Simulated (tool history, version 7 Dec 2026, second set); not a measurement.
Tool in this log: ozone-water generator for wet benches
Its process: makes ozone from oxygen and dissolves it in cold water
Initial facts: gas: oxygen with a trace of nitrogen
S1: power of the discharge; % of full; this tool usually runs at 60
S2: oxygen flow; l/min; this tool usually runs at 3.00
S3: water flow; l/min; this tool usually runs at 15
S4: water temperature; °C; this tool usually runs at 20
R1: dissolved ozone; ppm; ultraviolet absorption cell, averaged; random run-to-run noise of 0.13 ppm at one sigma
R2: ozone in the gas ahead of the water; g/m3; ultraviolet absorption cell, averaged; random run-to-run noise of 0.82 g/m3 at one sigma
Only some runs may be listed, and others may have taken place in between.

run 1 hour=0.0 | S1=60 S2=3.00 S3=15 S4=20 | R1=12.2 R2=122.7
run 2 hour=47.8 | S1=60 S2=3.00 S3=15 S4=20 | R1=12.0 R2=122.7
run 3 hour=118.0 | S1=60 S2=3.00 S3=15 S4=20 | R1=12.2 R2=122.9
run 4 hour=167.6 | S1=60 S2=3.00 S3=15 S4=20 | R1=12.2 R2=123.0
run 5 hour=213.6 | S1=60 S2=3.00 S3=15 S4=20 | R1=12.1 R2=124.3
run 6 hour=282.4 | S1=60 S2=3.00 S3=15 S4=20 | R1=12.1 R2=122.4
run 7 hour=349.9 | S1=60 S2=3.00 S3=15 S4=20 | R1=12.0 R2=121.2
run 8 hour=396.9 | S1=60 S2=3.00 S3=15 S4=20 | R1=12.2 R2=122.6
run 9 hour=484.6 | S1=60 S2=3.00 S3=15 S4=20 | R1=12.1 R2=122.0
run 10 hour=526.7 | S1=60 S2=3.00 S3=15 S4=20 | R1=12.1 R2=121.6
-- hour=537.4 contactor cleaned
run 11 hour=611.6 | S1=60 S2=3.00 S3=15 S4=20 | R1=11.8 R2=122.7
run 12 hour=700.8 | S1=60 S2=3.00 S3=15 S4=20 | R1=11.8 R2=121.3
run 13 hour=757.1 | S1=48 S2=3.00 S3=15 S4=20 | R1=9.8 R2=102.6
-- hour=824.3 water thermometer calibrated
run 14 hour=824.3 | S1=49 S2=3.00 S3=15 S4=20 | R1=10.1 R2=103.6
run 15 hour=865.9 | S1=49 S2=3.00 S3=15 S4=20 | R1=10.3 R2=101.7
-- hour=882.8 contactor cleaned, once more
run 16 hour=933.9 | S1=49 S2=3.00 S3=15 S4=20 | R1=10.5 R2=103.8
run 17 hour=997.1 | S1=49 S2=3.00 S3=15 S4=20 | R1=10.4 R2=100.9
run 18 hour=1084.3 | S1=79 S2=3.00 S3=15 S4=13 | R1=16.3 R2=148.1
run 19 hour=1166.6 | S1=81 S2=2.80 S3=13 S4=15 | R1=18.3 R2=158.0
run 20 hour=1202.9 | S1=55 S2=2.07 S3=15 S4=20 | R1=11.1 R2=137.9
run 21 hour=1258.1 | S1=60 S2=3.00 S3=18 S4=16 | R1=10.9 R2=117.7
run 22 hour=1330.8 | S1=60 S2=3.00 S3=18 S4=16 | R1=10.9 R2=118.8
run 23 hour=1392.5 | S1=75 S2=3.00 S3=12 S4=16 | R1=17.9 R2=140.4
run 24 hour=1462.0 | S1=59 S2=3.26 S3=12 S4=16 | R1=14.9 R2=112.8
run 25 hour=1512.0 | S1=60 S2=4.65 S3=13 S4=21 | R1=13.0 R2=92.2
run 26 hour=1591.2 | S1=60 S2=4.65 S3=13 S4=21 | R1=12.8 R2=93.0
run 27 hour=1644.4 | S1=60 S2=5.17 S3=15 S4=22 | R1=11.2 R2=85.5
run 28 hour=1696.8 | S1=53 S2=3.10 S3=11 S4=20 | R1=13.8 R2=104.9
run 29 hour=1770.1 | S1=48 S2=3.10 S3=11 S4=15 | R1=13.7 R2=96.6
run 30 hour=1844.8 | S1=48 S2=3.10 S3=11 S4=15 | R1=13.5 R2=96.9
run 31 hour=1895.6 | S1=72 S2=4.43 S3=10 S4=15 | R1=19.1 R2=106.1
run 32 hour=1972.0 | S1=60 S2=3.00 S3=20 S4=23 | R1=8.8 R2=116.3

Each row is a separate what-if for the run after 32, all from the same tool condition, not one after another. Results?
run A hour=2053.4 | S1=60 S2=3.00 S3=9 S4=25 | R1=? R2=?
run B hour=2053.4 | S1=57 S2=3.00 S3=15 S4=20 | R1=? R2=?
run C hour=2053.4 | S1=60 S2=3.00 S3=19 S4=21 | R1=? R2=?
run D hour=2053.4 | S1=84 S2=3.00 S3=20 S4=23 | R1=? R2=?
run E hour=2053.4 | S1=60 S2=3.00 S3=17 S4=22 | R1=? R2=?

run=A R1=15.5 R2=116.8
run=B R1=11.3 R2=112.2
run=C R1=9.5 R2=116.2
run=D R1=11.3 R2=148.0
run=E R1=10.2 R2=115.3
Stripped of hidden state, with their random variation kept, the same runs would have yielded:
run=A R1=17.4 R2=130.0
run=B R1=12.7 R2=124.3
run=C R1=10.7 R2=129.3
run=D R1=13.2 R2=170.3
run=E R1=11.5 R2=128.4
